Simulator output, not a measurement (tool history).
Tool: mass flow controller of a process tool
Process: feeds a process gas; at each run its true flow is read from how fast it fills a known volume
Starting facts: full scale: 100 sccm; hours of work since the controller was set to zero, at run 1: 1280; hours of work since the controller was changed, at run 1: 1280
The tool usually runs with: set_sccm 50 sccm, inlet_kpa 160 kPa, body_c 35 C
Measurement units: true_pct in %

run    hour  set_sccm  inlet_kpa  body_c  hours of work since the controller was set to zero  hours of work since the controller was changed  true_pct
  1       0        50        160      35                                                1280                                            1280      97.9
  2    65.4        50        160      35                                                1305                                            1305     97.98
  3   115.7        50        273      35                                                1324                                            1324     98.47
  4   171.6        50        273      35                                                1346                                            1346     98.54
  5   281.3        50        273      35                                                1388                                            1388     98.58
  6   364.3        50        273      35                                                1420                                            1420     98.74
  7   454.2        50        160      25                                                1454                                            1454     99.25
  8     513        50        160      25                                                1477                                            1477     99.27
  9   583.4        50        160      25                                                1504                                            1504     99.31
 10   675.1        50        160      35                                                1539                                            1539     98.47
 11   726.6        50        160      35                                                1559                                            1559     98.47
 12   807.1        50        160      35                                                1590                                            1590     98.64
 13   915.6        50        160      35                                                1631                                            1631     98.78
 14   972.4        50        160      35                                                1653                                            1653     98.65
 15  1038.5        50        160      35                                                1678                                            1678     98.82
 16  1096.2        50        140      35                                                1700                                            1700     98.73
 17  1199.7        50        140      35                                                1740                                            1740     99.01
 18    1288        50        140      35                                                1774                                            1774      98.9
 19  1366.3        50        140      35                                                1804                                            1804      99.1
 20  1413.8        50        140      35                                                1822                                            1822     99.13
 21    1508        50        140      35                                                1858                                            1858     99.15
 22  1618.2        50        160      29                                                1901                                            1901     99.86
 23  1695.5        50        160      29                                                1930                                            1930    100.07
 24  1800.1        50        207      29                                                1971                                            1971     100.4
 25  1888.9        50        207      29                                                2005                                            2005    100.42
 26  1951.3        50        207      29                                                2029                                            2029    100.46
 27  1999.8        50        207      29                                                2047                                            2047    100.45
 28  2048.6        97        264      35                                                2066                                            2066    101.28
 29  2162.4        50        233      31                                                2110                                            2110    100.54
 30  2245.1        38        155      22                                                2141                                            2141    100.85
 31  2316.4        23        176      22                                                2169                                            2169    100.87
     2355.4  -- gauge calibrated
 32  2384.5        50        235      27                                                2195                                            2195     99.07
 33  2446.7        54        159      26                                                2219                                            2219     98.89
 34  2525.1        15        254      40                                                2249                                            2249     97.16
 35  2621.8        20        172      21                                                2286                                            2286     98.94
 36  2706.7        20        202      37                                                2318                                            2318     97.47
 37  2792.8        20        202      40                                                2351                                            2351     97.31
 38  2904.6        20        202      40                                                2394                                            2394     97.43

What differs in the tool's unlogged condition from the final listed run ahead of each entry between runs to the first listed run following it?
Logged between run 31 and run 32: gauge calibrated (hour 2355.4)
  drift of the gauge itself on true_pct, %: 2.21 -> 0.03
  measured result minus the result with no hidden state, true_pct: +2.2 -> +0.04 %
